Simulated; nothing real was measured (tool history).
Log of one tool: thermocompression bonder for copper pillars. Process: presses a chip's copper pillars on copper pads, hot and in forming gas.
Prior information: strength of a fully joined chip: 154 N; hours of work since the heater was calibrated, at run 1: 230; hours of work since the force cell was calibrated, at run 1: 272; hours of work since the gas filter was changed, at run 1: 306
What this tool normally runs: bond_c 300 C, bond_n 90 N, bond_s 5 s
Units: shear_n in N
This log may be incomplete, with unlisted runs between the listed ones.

run    hour  bond_c  bond_n  bond_s  hours of work since the heater was calibrated  hours of work since the force cell was calibrated  hours of work since the gas filter was changed  shear_n
  1       0     300      90       5                                            230                                                272                                             306     75.1
  2      28     300      90       5                                            251                                                293                                             327     75.3
  3    47.8     300      90       5                                            266                                                308                                             342     74.4
  4    78.9     300      90       5                                            289                                                331                                             365     75.2
      109.8  -- forming gas filter changed
  5   111.2     300      90       5                                            313                                                355                                               1       75
  6   143.1     300      90       5                                            338                                                379                                              25       75
  7   159.2     300      90       3                                            350                                                392                                              37     62.6
  8   192.2     300      90       5                                            375                                                416                                              62     74.7
  9   214.1     300      90       5                                            391                                                433                                              79     75.3
 10   247.1     300      90       5                                            416                                                458                                             104     74.7
 11   269.6     300      90       5                                            433                                                475                                             121     75.1
 12   304.8     300      90       5                                            460                                                502                                             147     74.2
 13   329.6     300      90       3                                            478                                                520                                             166     62.5
 14   363.7     300      90       7                                            504                                                546                                             192       84
 15   394.4     300      90       7                                            527                                                569                                             215     84.4
 16   419.5     300      90       5                                            546                                                588                                             234     74.4
 17   441.5     298      90       5                                            563                                                605                                             250     73.9
 18     471     298      90       5                                            585                                                627                                             273     73.8
 19     503     298      90       5                                            609                                                651                                             297     72.8
 20   525.9     298      90       5                                            626                                                668                                             314     73.7
 21     554     298      90       5                                            648                                                690                                             335     73.4
 22   578.8     298      90       5                                            666                                                708                                             354       73
 23     605     285      74       4                                            686                                                728                                             374     52.7
      625.3  -- forming gas filter changed
 24   625.6     285      74       4                                            701                                                743                                               0     52.7
 25   648.3     324      64      11                                            718                                                760                                              17    102.7
 26     668     324      64      11                                            733                                                775                                              32    100.3
 27   688.9     279     102      14                                            749                                                791                                              48     91.5
 28   704.5     282     108      11                                            761                                                803                                              60     88.7
 29   721.8     300      54       5                                            774                                                816                                              73     58.1
 30   751.5     300      54       5                                            796                                                838                                              95     57.9
 31   783.1     320      54       5                                            820                                                862                                             119     70.9
 32   808.6     284      90       5                                            839                                                881                                             138     63.6
 33   844.9     320      90       4                                            867                                                909                                             166     83.9
 34   863.7     294      89       4                                            881                                                923                                             180     65.1
 35   890.8     303      90       5                                            901                                                943                                             200     76.8
 36   918.1     300      64       5                                            922                                                964                                             221     62.9
 37   942.1     300      60       5                                            940                                                982                                             239     60.5
 38   971.7     300      90       7                                            962                                               1004                                             261     83.7
 39  1007.3     290      90       5                                            989                                               1031                                             288     67.7

Here are 4 independent what-if runs from the current tool condition. What would each one return?
  A  1043     300      74       3                                           1016                                               1058                                             315        ?
  B  1043     302      55      12                                           1016                                               1058                                             315        ?
  C  1043     285      90       5                                           1016                                               1058                                             315        ?
  D  1043     300      90       8                                           1016                                               1058                                             315        ?

run  shear_n
  A     56.1
  B     81.3
  C     63.8
  D     87.8
Without the tool's hidden state the same runs would have given:
run  shear_n
  A     56.2
  B     81.5
  C       64
  D     87.9
